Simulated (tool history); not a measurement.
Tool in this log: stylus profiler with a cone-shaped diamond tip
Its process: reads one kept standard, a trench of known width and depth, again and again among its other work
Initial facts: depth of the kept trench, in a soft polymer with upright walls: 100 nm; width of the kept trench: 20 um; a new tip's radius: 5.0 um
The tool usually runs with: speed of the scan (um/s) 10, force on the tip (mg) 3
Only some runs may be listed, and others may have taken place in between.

run     day  speed of the scan (um/s)  force on the tip (mg)  depth of the trench (angstrom)  width of the trench's floor (nm)
  1       0                        10                      3                          1012.1                             17880
  2   0.579                        10                      3                          1013.2                             17950
  3   1.562                        10                      3                          1012.7                             17830
  4   2.712                        10                      3                          1013.4                             17890
  5   3.379                        10                   2.27                          1010.1                             17920
  6   4.246                        18                   2.27                          1010.4                             17830
  7   4.888                        14                      3                            1013                             17850
  8   5.525                        14                      3                          1013.4                             17870
  9   6.158                        14                      3                          1013.4                             17880
 10    7.25                        14                      3                          1014.5                             17840
 11   8.375                        14                      3                          1014.9                             17850
 12   9.533                        10                      3                          1013.7                             17880
 13  10.475                        10                      3                          1013.7                             17970
 14  11.296                        10                      3                          1013.1                             17880
 15  11.825                        10                      3                          1014.4                             17890
 16   12.35                        13                      3                          1013.5                             17870
 17    13.1                        13                      3                            1014                             17900
 18  13.896                        23                   2.26                            1012                             17760
 19  14.554                        23                   2.26                          1012.7                             17800
 20  15.538                        24                   1.31                          1008.6                             17710
 21  16.246                        24                   1.31                          1008.9                             17730
 22  17.392                         4                    2.6                          1013.6                             17940
 23  17.875                         5                   3.88                            1016                             17860
 24  18.654                         5                   3.88                          1015.6                             17860
 25  19.675                         5                   3.88                          1015.9                             17890
 26  20.771                         7                   3.87                          1016.8                             17840
 27  21.612                         7                   3.87                          1016.8                             17910
 28  22.767                        14                   4.75                          1017.9                             17850
 29   23.25                         2                   6.61                            1022                             17880
 30  23.925                        31                   2.56                            1015                             17750
 31  24.567                        31                   2.56                            1012                             17680

What would each run have given without the hidden state, its run-to-run variation left as it was?
Hidden state at play: radius of the tip, um; height scale over the true one, %; drift of the gauge itself on depth_nm, %; drift of the gauge itself on floor_um, %.
run  depth of the trench (angstrom)  width of the trench's floor (nm)
  1                          1009.4                             17930
  2                          1010.4                             18000
  3                          1009.8                             17890
  4                          1010.5                             17940
  5                          1007.1                             17980
  6                          1007.5                             17890
  7                          1009.9                             17910
  8                          1010.3                             17930
  9                          1010.3                             17950
 10                          1011.3                             17910
 11                          1011.6                             17920
 12                          1010.4                             17950
 13                          1010.3                             18040
 14                          1009.6                             17960
 15                          1010.9                             17970
 16                            1010                             17950
 17                          1010.4                             17980
 18                          1008.4                             17840
 19                            1009                             17880
 20                          1004.9                             17790
 21                          1005.2                             17810
 22                          1009.8                             18030
 23                          1012.1                             17950
 24                          1011.7                             17950
 25                          1011.8                             17990
 26                          1012.7                             17930
 27                          1012.6                             18000
 28                          1013.7                             17950
 29                          1017.7                             17990
 30                          1010.7                             17860
 31                          1007.6                             17790

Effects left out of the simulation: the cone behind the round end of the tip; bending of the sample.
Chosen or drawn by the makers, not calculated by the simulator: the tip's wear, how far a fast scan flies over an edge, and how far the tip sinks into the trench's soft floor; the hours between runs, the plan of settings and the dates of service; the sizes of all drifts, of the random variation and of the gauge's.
